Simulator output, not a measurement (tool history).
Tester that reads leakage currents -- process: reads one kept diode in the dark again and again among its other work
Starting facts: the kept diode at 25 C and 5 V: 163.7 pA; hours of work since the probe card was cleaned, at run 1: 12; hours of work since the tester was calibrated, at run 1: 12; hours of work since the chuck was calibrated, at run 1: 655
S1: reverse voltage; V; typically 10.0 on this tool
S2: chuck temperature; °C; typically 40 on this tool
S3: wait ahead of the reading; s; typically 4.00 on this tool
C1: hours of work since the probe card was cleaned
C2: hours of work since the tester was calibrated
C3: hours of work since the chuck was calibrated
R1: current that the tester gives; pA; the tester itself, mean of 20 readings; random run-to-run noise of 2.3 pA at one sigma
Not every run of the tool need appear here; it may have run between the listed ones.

run	hour	S1	S2	S3	C1	C2	C3	R1
1	0.0	10.0	40	4.00	12	12	655	825.99
2	193.2	10.0	40	4.00	134	134	777	835.60
3	420.0	10.0	40	1.68	278	278	921	848.14
4	561.2	10.0	40	1.68	367	367	1010	853.60
5	698.4	10.0	40	1.68	454	454	1097	855.89
6	850.9	10.0	40	4.00	551	551	1194	862.08
7	1093.8	10.0	40	4.63	705	705	1348	873.20
8	1261.5	10.0	40	6.46	811	811	1454	879.73
9	1367.1	10.0	40	6.46	878	878	1521	883.20
10	1495.9	10.0	40	6.46	960	960	1602	888.27
11	1627.8	10.0	40	6.46	1043	1043	1686	896.04
12	1749.7	10.0	40	6.46	1120	1120	1763	906.49
# hour 1803.2: chuck's temperature calibrated
13	1980.2	10.0	40	1.33	1265	1265	112	1003.57
14	2193.9	10.0	40	1.33	1401	1401	248	1007.17
# hour 2216.3: probe card cleaned and baked
15	2345.2	10.0	40	0.39	82	1495	341	1013.75
16	2464.0	10.0	40	0.39	157	1570	417	1019.39
# hour 2591.9: chuck's temperature calibrated, once more
17	2606.4	10.0	40	4.00	246	1659	9	759.00
18	2744.8	13.9	40	4.00	334	1747	97	848.91
19	2855.3	13.9	40	4.00	404	1817	167	854.56
20	3091.2	13.9	40	4.00	553	1966	316	867.18
21	3201.1	6.6	50	0.38	623	2036	386	1531.86
22	3443.5	18.1	43	0.38	776	2189	540	1248.63
23	3646.0	3.6	40	1.09	905	2317	668	567.53
24	3752.7	3.8	40	7.93	972	2385	735	583.70
25	3972.3	3.8	40	7.93	1111	2524	875	589.87
26	4212.4	3.8	40	2.30	1263	2676	1027	597.99
27	4430.1	10.0	34	0.46	1401	2814	1165	513.70
# hour 4457.9: probe card cleaned and baked
28	4667.2	10.0	34	0.46	133	2963	1313	505.72
29	4841.8	6.6	34	8.22	243	3073	1424	440.86
30	5062.7	6.6	36	8.22	383	3213	1564	530.83
31	5185.0	6.6	27	0.41	461	3291	1641	247.61
32	5328.7	8.9	29	4.00	552	3382	1732	324.36
# hour 5437.9: chuck's temperature calibrated
33	5505.1	8.9	29	4.00	662	3492	43	286.05
34	5702.1	8.9	29	4.00	787	3617	167	288.50
35	5867.0	8.9	50	6.44	891	3721	272	1666.62
36	6008.4	1.5	57	0.48	981	3811	361	1600.41
37	6197.3	10.0	42	6.62	1101	3931	481	933.80
38	6305.2	10.0	42	6.62	1169	3999	549	936.20
39	6432.4	1.8	30	4.30	1250	4080	630	193.24

How the hidden state differs across the entries between the runs, from the last listed run before each to the first after it:
From run 12 to run 13: chuck's temperature calibrated (hour 1803.2)
  stray current of the dirty probe card, pA a volt: 0.946 -> 1.073; current scale over the true one, %: -0.71 -> -0.79; true chuck temperature over the reading, C: 1.88 -> 3.16
  what was measured, less what the result would be without the hidden state, R1: +133.73 -> +232.87 pA
From run 14 to run 15: probe card cleaned and baked (hour 2216.3)
  stray current of the dirty probe card, pA a volt: 1.182 -> 0.088; current scale over the true one, %: -0.87 -> -0.91; true chuck temperature over the reading, C: 3.28 -> 3.36
  what was measured, less what the result would be without the hidden state, R1: +241.16 -> +237.77 pA
From run 16 to run 17: chuck's temperature calibrated, once more (hour 2591.9)
  stray current of the dirty probe card, pA a volt: 0.156 -> 0.24; current scale over the true one, %: -0.96 -> -1.01; true chuck temperature over the reading, C: 3.43 -> -0.08
  what was measured, less what the result would be without the hidden state, R1: +244.10 -> -10.41 pA
From run 27 to run 28: probe card cleaned and baked (hour 4457.9)
  stray current of the dirty probe card, pA a volt: 1.199 -> 0.138; current scale over the true one, %: -1.65 -> -1.73; true chuck temperature over the reading, C: 0.98 -> 1.12
  what was measured, less what the result would be without the hidden state, R1: +44.39 -> +39.15 pA
From run 32 to run 33: chuck's temperature calibrated (hour 5437.9)
  stray current of the dirty probe card, pA a volt: 0.495 -> 0.587; current scale over the true one, %: -1.97 -> -2.03; true chuck temperature over the reading, C: 1.51 -> 0.05
  what was measured, less what the result would be without the hidden state, R1: +38.86 -> +0.47 pA
